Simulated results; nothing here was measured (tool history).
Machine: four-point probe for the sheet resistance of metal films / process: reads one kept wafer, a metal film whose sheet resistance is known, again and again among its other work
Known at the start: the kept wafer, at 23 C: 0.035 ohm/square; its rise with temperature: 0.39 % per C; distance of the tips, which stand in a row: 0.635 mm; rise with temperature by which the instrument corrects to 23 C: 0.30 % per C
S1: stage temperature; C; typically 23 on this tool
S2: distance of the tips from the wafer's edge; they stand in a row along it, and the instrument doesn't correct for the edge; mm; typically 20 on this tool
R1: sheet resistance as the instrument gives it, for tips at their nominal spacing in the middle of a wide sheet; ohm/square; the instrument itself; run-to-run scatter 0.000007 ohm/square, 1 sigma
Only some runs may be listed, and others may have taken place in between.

run,hour,S1,S2,R1
1,0,23,20,0.035192
2,56.7,23,20,0.035202
3,140.9,23,20,0.035215
4,193.7,23,20,0.035198
5,283.5,23,20,0.035216
# hour 347.7: stage's thermometer calibrated
6,370.5,23,21,0.035225
7,410.8,20,20,0.035141
8,493.2,23,20,0.035229
9,547.2,23,12,0.035283
10,616.8,34,20,0.035578
11,667.2,23,20,0.035266
12,715.1,23,20,0.035274
13,808.2,21,20,0.035213
14,856,21,20,0.035219
# hour 938: stage's thermometer calibrated, once more
15,938,21,33,0.035163
16,978.6,21,33,0.035168
17,1044,21,9,0.035251
18,1125.8,23,20,0.035252
19,1183.1,19,20,0.035137
20,1225.1,25,72,0.035308
21,1319.9,25,72,0.035308
22,1362.5,25,30,0.035321
23,1444.5,29,27,0.03547
24,1520.1,26,37,0.035367
25,1588.1,19,27,0.03516
26,1675.6,21,27,0.035225
27,1729.8,21,27,0.03523
28,1793.2,26,4,0.03586
29,1854.1,33,28,0.03561
30,1942.5,26,9,0.035487
31,1991.2,29,6,0.035699
32,2039.5,30,65,0.035516
33,2091.1,29,20,0.035504
34,2141.9,29,20,0.035527
35,2197.8,29,20,0.035528
36,2287.8,27,20,0.035463
37,2379.1,24,3,0.036202
38,2461,26,47,0.035432

Forecast each of these 4 alternatives for the next run:
A,2529.9,25,4,?
B,2529.9,25,27,?
C,2529.9,23,25,?
D,2529.9,19,10,?

run,R1
A,0.035889
B,0.03542
C,0.035376
D,0.035316
What these runs would have given with no unlogged condition in the tool:
run,R1
A,0.035529
B,0.035064
C,0.03502
D,0.03496
